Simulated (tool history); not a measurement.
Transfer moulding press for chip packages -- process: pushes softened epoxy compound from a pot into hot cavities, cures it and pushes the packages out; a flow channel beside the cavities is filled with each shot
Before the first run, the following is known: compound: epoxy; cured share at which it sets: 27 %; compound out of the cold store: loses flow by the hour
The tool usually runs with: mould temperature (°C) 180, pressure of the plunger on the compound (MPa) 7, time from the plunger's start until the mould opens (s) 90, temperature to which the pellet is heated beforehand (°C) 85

run   hour  mould temperature (°C)  pressure of the plunger on the compound (MPa)  time from the plunger's start until the mould opens (s)  temperature to which the pellet is heated beforehand (°C)  incoming compound's hours out of the cold store  length that the compound runs in the flow channel (mm)  greatest force on the pins that push the packages out (N)
  1      0                     180                                              7                                                       90                                                         85                                             28.9                                                     475                                                        526
  2     13                     180                                           7.43                                                       90                                                         85                                             16.1                                                     525                                                        547
  3   26.2                     180                                           7.43                                                       90                                                         85                                             44.3                                                     447                                                        560
  4   35.1                     180                                           7.43                                                       90                                                         88                                             31.4                                                     472                                                        568
  5   49.2                     180                                           7.21                                                       90                                                         85                                             12.6                                                     523                                                        602
      53.2  -- cavities cleaned with cleaning compound and waxed
  6   71.3                     180                                              7                                                       90                                                         85                                             34.3                                                     452                                                        457
  7   86.4                     180                                              7                                                       90                                                         85                                             39.2                                                     437                                                        470
  8  105.2                     180                                              7                                                       90                                                         85                                             12.3                                                     512                                                        522
  9  116.4                     180                                              7                                                       90                                                         85                                             18.7                                                     489                                                        558
 10  130.5                     180                                              7                                                       90                                                         85                                               40                                                     426                                                        565
 11  141.5                     180                                              7                                                       90                                                         85                                             33.1                                                     443                                                        553
     153.3  -- cavities cleaned with cleaning compound and waxed
 12  161.8                     180                                           6.36                                                       90                                                         85                                             29.4                                                     430                                                        405
 13  175.7                     180                                              7                                                       90                                                         85                                             20.2                                                     477                                                        454
 14  193.5                     180                                              7                                                       76                                                         85                                             31.6                                                     441                                                        649
     203.5  -- plunger's sealing rings changed
 15  210.2                     174                                              7                                                       85                                                         78                                               45                                                     458                                                        775
 16  220.3                     180                                           6.51                                                       90                                                         94                                             21.1                                                     490                                                        555
 17  234.9                     180                                           6.51                                                       90                                                         94                                             33.6                                                     457                                                        584
 18  246.8                     180                                           6.51                                                       90                                                         76                                             47.5                                                     420                                                        590
     255.2  -- cavities cleaned with cleaning compound and waxed
 19  266.2                     173                                            6.2                                                      129                                                         81                                              8.5                                                     533                                                        371
 20  279.4                     180                                           5.87                                                       84                                                         92                                             43.6                                                     405                                                        492
 21  295.3                     180                                           7.87                                                       90                                                         85                                             42.1                                                     473                                                        502
 22  308.9                     180                                           7.87                                                      127                                                         76                                             18.9                                                     539                                                        454
 23  318.4                     174                                           8.53                                                       99                                                         80                                             38.4                                                     517                                                        617
 24    336                     173                                              7                                                      121                                                         87                                             17.9                                                     529                                                        543
     355.5  -- cavities cleaned with cleaning compound and waxed
 25  355.5                     173                                              7                                                      121                                                         87                                             27.4                                                     488                                                        368
 26  376.6                     178                                           8.11                                                      113                                                         84                                             16.4                                                     548                                                        398
 27  385.3                     180                                            6.7                                                      124                                                         77                                             33.8                                                     449                                                        414
 28  402.7                     180                                            6.7                                                      124                                                         77                                             38.3                                                     433                                                        436

What if the next run were any one of these 4? Each begins from the tool's condition after run 28:
  A  418.7                     180                                           8.76                                                      104                                                         94                                             30.6                                                       ?                                                          ?
  B  418.7                     180                                           7.97                                                       90                                                         91                                             36.8                                                       ?                                                          ?
  C  418.7                     182                                              7                                                       71                                                         83                                               11                                                       ?                                                          ?
  D  418.7                     179                                              7                                                       90                                                         87                                             41.1                                                       ?                                                          ?

run  length that the compound runs in the flow channel (mm)  greatest force on the pins that push the packages out (N)
  A                                                     512                                                        487
  B                                                     473                                                        514
  C                                                     513                                                        758
  D                                                     437                                                        538
Stripped of hidden state, with their random variation kept, the same runs would have yielded:
run  length that the compound runs in the flow channel (mm)  greatest force on the pins that push the packages out (N)
  A                                                     541                                                        327
  B                                                     501                                                        350
  C                                                     543                                                        524
  D                                                     462                                                        367

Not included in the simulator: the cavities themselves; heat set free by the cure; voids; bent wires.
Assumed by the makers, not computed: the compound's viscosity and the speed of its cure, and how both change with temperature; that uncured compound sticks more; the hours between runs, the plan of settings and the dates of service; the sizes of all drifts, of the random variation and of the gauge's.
